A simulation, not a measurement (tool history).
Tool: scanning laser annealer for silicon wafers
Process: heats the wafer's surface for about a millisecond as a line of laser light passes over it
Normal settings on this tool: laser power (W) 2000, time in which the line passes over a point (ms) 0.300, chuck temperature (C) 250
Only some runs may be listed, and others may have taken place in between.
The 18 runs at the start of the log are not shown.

| run | hour | laser power (W) | time in which the line passes over a point (ms) | chuck temperature (C) | highest temperature of the surface (C) |
|---|---|---|---|---|---|
| 19 | 1154.7 | 2000 | 0.300 | 250 | 984 |
| 20 | 1231.9 | 2000 | 0.300 | 250 | 982 |
| 21 | 1302.2 | 1880 | 0.300 | 250 | 929 |
| 22 | 1363.8 | 1729 | 0.229 | 258 | 788 |
| 23 | 1429.6 | 2000 | 0.239 | 223 | 868 |
|  | 1512.5 | window over the wafer cleaned |
| 24 | 1512.5 | 1998 | 0.239 | 270 | 915 |
| 25 | 1590.2 | 1852 | 0.374 | 250 | 1001 |
| 26 | 1658.0 | 1962 | 0.311 | 258 | 989 |

Expected results for the next run?
| 27 | 1719.7 | 1962 | 0.311 | 258 | ? |

{"run 27": {"highest temperature of the surface (C)": 990}}
Minus the tool's unlogged condition, the same run would have read highest temperature of the surface (C) 991.
